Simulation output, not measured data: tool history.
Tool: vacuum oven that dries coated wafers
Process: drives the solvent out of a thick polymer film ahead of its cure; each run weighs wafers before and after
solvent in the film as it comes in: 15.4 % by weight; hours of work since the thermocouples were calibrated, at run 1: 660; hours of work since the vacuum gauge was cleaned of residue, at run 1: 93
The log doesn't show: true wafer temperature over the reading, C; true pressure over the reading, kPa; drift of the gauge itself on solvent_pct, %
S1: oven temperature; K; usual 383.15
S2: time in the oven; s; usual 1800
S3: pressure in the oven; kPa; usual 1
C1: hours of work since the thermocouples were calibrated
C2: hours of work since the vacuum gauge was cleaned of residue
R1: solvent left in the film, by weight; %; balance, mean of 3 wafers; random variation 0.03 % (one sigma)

run,hour,S1,S2,S3,C1,C2,R1
1,0,383.15,1800,1,660,93,1.34
2,12.5,383.15,1800,1,666,99,1.42
3,24.1,397.15,1800,1,672,105,0.26
4,34.1,397.15,1800,1,677,109,0.23
5,39.7,383.15,1800,1,680,112,1.38
6,47,383.15,1800,1,683,116,1.37
7,57,386.15,1800,1,688,121,0.89
8,65.7,386.15,1800,1,692,125,0.98
# hour 68.7: oven's thermocouples calibrated
9,75.4,383.15,1800,0.55,3,129,1.22
10,86,383.15,1800,1,8,134,1.3
11,93.9,383.15,1200,1,12,138,2.58
12,105.3,384.15,2460,1,18,143,0.55
13,117.1,379.15,1800,1,24,149,1.95
14,123.9,379.15,1800,1,27,152,1.94
# hour 127.9: oven's thermocouples calibrated, once more
15,137.1,379.15,1140,0.53,4,158,4.2
16,147.3,379.15,1140,0.53,9,163,4.28
17,155.4,379.15,1140,0.53,13,167,4.32
18,162.8,387.15,2340,1,17,170,0.57
19,170.4,387.15,2340,1,21,174,0.57
20,177.3,383.15,900,0.66,24,177,4.31
21,189.4,386.15,1620,1.91,30,183,1.58
22,196.3,386.15,1620,1.91,33,187,1.6

Hidden state or all else? Some run-to-run changes of R1, split into what the settings, what came in and random variation would give without the hidden state, and what is left for the hidden state (with any gauge scatter that isn't in both results):
Run 11 -> 12: S1 383.15 -> 384.15, S2 1200 -> 2460. R1 -2.03 %: hidden state +0.34, all else -2.37.
Run 14 -> 15: S2 1800 -> 1140, S3 1 -> 0.53, oven's thermocouples calibrated, once more. R1 +2.26 %: hidden state +0.45, all else +1.81.
Run 17 -> 18: S1 379.15 -> 387.15, S2 1140 -> 2340, S3 0.53 -> 1. R1 -3.75 %: hidden state +0.06, all else -3.81.
Run 19 -> 20: S1 387.15 -> 383.15, S2 2340 -> 900, S3 1 -> 0.66. R1 +3.74 %: hidden state -0.06, all else +3.8.
